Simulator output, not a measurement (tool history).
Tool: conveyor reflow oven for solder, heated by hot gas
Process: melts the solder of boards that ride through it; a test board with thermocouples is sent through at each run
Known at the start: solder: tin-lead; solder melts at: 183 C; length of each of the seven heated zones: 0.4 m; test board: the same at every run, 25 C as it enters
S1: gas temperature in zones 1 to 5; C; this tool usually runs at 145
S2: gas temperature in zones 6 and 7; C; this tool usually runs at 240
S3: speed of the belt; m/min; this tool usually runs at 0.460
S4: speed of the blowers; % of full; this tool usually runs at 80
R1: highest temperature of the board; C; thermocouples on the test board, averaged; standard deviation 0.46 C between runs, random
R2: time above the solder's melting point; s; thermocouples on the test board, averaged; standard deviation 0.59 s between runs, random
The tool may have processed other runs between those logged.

run   hour   S1   S2     S3  S4     R1     R2
  1    0.0  145  240  0.460  80  221.5   86.2
  2   10.6  145  240  0.460  80  221.7   87.2
  3   24.0  145  240  0.502  80  218.0   75.2
  4   38.5  150  240  0.460  80  222.7   89.1
  5   49.0  150  240  0.460  80  222.2   88.7
  6   60.8  150  240  0.460  80  222.4   89.2
  7   73.3  145  240  0.460  58  217.7   80.6
  8   81.6  145  240  0.460  58  217.7   80.8
  9   89.8  145  240  0.460  58  217.6   80.9
 10  103.2  145  240  0.460  58  217.1   81.7
 11  113.9  145  240  0.460  58  217.1   80.7
 12  126.6  145  240  0.460  80  220.4   86.2
 13  142.1  145  240  0.393  80  225.1  106.5
 14  154.7  145  240  0.460  80  219.8   85.5
 15  170.8  145  240  0.460  80  221.2   84.9
 16  178.2  145  240  0.460  57  217.0   80.1
 17  191.4  151  237  0.460  74  218.4   86.5
 18  200.8  151  237  0.460  74  217.7   86.5
 19  212.1  149  240  0.460  62  219.3   85.1
 20  225.8  145  228  0.523  80  206.0   58.2
 21  240.2  155  254  0.420  63  233.8  112.0
 22  251.5  145  240  0.531  81  214.8   67.8
 23  260.9  142  240  0.521  80  214.4   67.2
 24  269.2  145  231  0.460  54  208.4   68.4
 25  275.8  143  231  0.460  63  209.3   69.9
 26  289.7  143  231  0.460  63  209.4   69.7
 27  305.2  143  229  0.508  88  207.4   61.8
 28  315.4  134  244  0.455  56  216.7   75.4
 29  325.1  145  248  0.460  70  225.2   89.5
 30  341.3  134  250  0.504  55  216.7   67.7
 31  351.0  157  240  0.526  80  218.1   78.3
 32  357.9  157  240  0.526  80  217.8   77.9

How would selected steps in R1 from run to run divide? Give the signed amount a tool lacking its hidden state would still show from settings, what came in and random variation, and the signed amount left for the hidden state, including any gauge scatter that is not in both of the compared results.
Hidden state at play: heat that the gas passes to the board, % of a clean oven's; belt's true speed, % of the reading; true gas temperature in zones 6 and 7 over the reading, C; drift of the gauge itself on peak_c, C; drift of the gauge itself on liquid_s, %.
Run 19 -> 20: S1 149 -> 145, S2 240 -> 228, S3 0.460 -> 0.523, S4 62 -> 80. R1 -13.3 C: hidden state -0.3, all else -13.0.
Run 20 -> 21: S1 145 -> 155, S2 228 -> 254, S3 0.523 -> 0.420, S4 80 -> 63. R1 +27.8 C: hidden state +0.0, all else +27.8.
Run 21 -> 22: S1 155 -> 145, S2 254 -> 240, S3 0.420 -> 0.531, S4 63 -> 81. R1 -19.0 C: hidden state -0.3, all else -18.7.
Run 23 -> 24: S1 142 -> 145, S2 240 -> 231, S3 0.521 -> 0.460, S4 80 -> 54. R1 -6.0 C: hidden state +0.5, all else -6.5.

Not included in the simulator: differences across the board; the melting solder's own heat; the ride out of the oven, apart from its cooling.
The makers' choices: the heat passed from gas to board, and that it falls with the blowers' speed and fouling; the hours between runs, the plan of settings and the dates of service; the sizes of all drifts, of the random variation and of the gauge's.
